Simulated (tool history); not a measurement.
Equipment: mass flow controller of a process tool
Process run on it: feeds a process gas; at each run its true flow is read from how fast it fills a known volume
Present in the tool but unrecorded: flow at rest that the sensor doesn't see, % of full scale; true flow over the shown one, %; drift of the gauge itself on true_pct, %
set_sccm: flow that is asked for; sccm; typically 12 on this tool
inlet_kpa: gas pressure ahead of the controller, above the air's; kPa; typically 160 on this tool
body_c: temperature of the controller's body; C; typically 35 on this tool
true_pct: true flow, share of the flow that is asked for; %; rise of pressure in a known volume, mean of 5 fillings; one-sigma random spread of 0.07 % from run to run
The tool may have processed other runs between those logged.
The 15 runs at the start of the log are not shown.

run    hour  set_sccm  inlet_kpa  body_c  hours of work since the controller was set to zero  hours of work since the controller was changed  true_pct
 16  3281.9        12        160      35                                                4064                                            4064     97.26
 17  3533.5         8        277      22                                                4166                                            4166     98.76
 18  3689.4         4        178      39                                                4229                                            4229     97.90
 19  3984.0        16        240      27                                                4348                                            4348     98.57
 20  4228.7        16        160      30                                                4448                                            4448     98.07
 21  4501.6         6        221      24                                                4558                                            4558     98.88
 22  4621.9        14        265      24                                                4607                                            4607     98.58
 23  4864.5        14        265      24                                                4706                                            4706     98.67
 24  5076.7         7        202      39                                                4792                                            4792     97.17
 25  5248.9        10        170      21                                                4862                                            4862     98.55
 26  5523.4        14        170      21                                                4973                                            4973     98.69
 27  5647.1         5        238      29                                                5023                                            5023     98.77
 28  5880.0         7        173      30                                                5118                                            5118     97.95
 29  6106.4         2        179      35                                                5210                                            5210    102.62
 30  6305.2         2        179      32                                                5290                                            5290    103.04
 31  6546.0         2        179      32                                                5388                                            5388    103.05
 32  6738.6         4        229      22                                                5466                                            5466    100.30

Consider 5 possible next runs. They are alternatives, not a sequence: every one starts from the tool as it was left by run 32. What does each give?
  A  6890.4        12        160      36                                                5528                                            5528         ?
  B  6890.4         2        229      22                                                5528                                            5528         ?
  C  6890.4        11        168      35                                                5528                                            5528         ?
  D  6890.4        19        160      35                                                5528                                            5528         ?
  E  6890.4         3        160      35                                                5528                                            5528         ?

run  true_pct
  A     96.96
  B    104.33
  C     97.17
  D     97.51
  E    100.33
Without the tool's hidden state the same runs would have given:
run  true_pct
  A     97.62
  B     97.81
  C     97.70
  D     98.70
  E     96.69
